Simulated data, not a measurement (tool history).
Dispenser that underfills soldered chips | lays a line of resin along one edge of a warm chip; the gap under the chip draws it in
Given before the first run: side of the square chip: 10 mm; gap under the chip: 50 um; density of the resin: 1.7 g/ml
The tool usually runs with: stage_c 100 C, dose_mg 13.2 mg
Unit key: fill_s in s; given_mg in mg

run   hour  stage_c  dose_mg  fill_s  given_mg
  1      0      100     13.2    74.5     12.95
       2.7  -- new syringe of resin
  2    4.7      100     13.2    57.3     12.86
  3   11.8      100     13.2    69.4     12.86
      19.1  -- new syringe of resin
  4   19.5      100     13.2      53        13
  5   24.5      100     13.2    61.6     12.76
  6   29.2      100     13.2    67.9     12.58
  7   32.8      100     13.2    73.9     12.73
      35.6  -- new syringe of resin
  8   37.6      100     13.2    56.5     12.72
  9   42.2      100     13.2      63     12.64
 10   46.6      100     13.2    69.8     12.67
      52.1  -- new syringe of resin
 11   54.5       98     13.2    62.3     12.57
 12   58.6       98     13.2    68.7     12.51
 13   62.6      100     15.1    68.8     14.38
 14   67.6      100     15.1      78     14.23
      68.5  -- new syringe of resin
      74.8  -- dispensing valve cleaned and set on the balance
 15   75.4       87     11.3   105.9     11.24
 16   81.9       92     11.3   102.8     11.23
      86.1  -- new syringe of resin
 17   87.1       92     11.3    75.3      11.2
 18   92.5       99     15.5      64     15.25
 19   97.9      104     15.5    61.7     15.27
     102.3  -- new syringe of resin
 20    104       96     13.2    62.7     12.98
 21  110.2       88     11.9   103.8     11.67

Below are 5 alternative next runs, each starting from the tool's condition after run 21. Predict each:
  A  114.5      102     11.8       ?         ?
  B  114.5      104     16.5       ?         ?
  C  114.5       97     13.7       ?         ?
  D  114.5      100     13.7       ?         ?
  E  114.5       93       16       ?         ?

run  fill_s  given_mg
  A    67.9     11.52
  B    61.2     16.13
  C    81.4      13.4
  D    72.9     13.33
  E    92.2     15.68
What these runs would have given with no unlogged condition in the tool:
run  fill_s  given_mg
  A    47.3     11.81
  B    42.6     16.53
  C    56.9     13.73
  D      51     13.66
  E    64.4     16.07

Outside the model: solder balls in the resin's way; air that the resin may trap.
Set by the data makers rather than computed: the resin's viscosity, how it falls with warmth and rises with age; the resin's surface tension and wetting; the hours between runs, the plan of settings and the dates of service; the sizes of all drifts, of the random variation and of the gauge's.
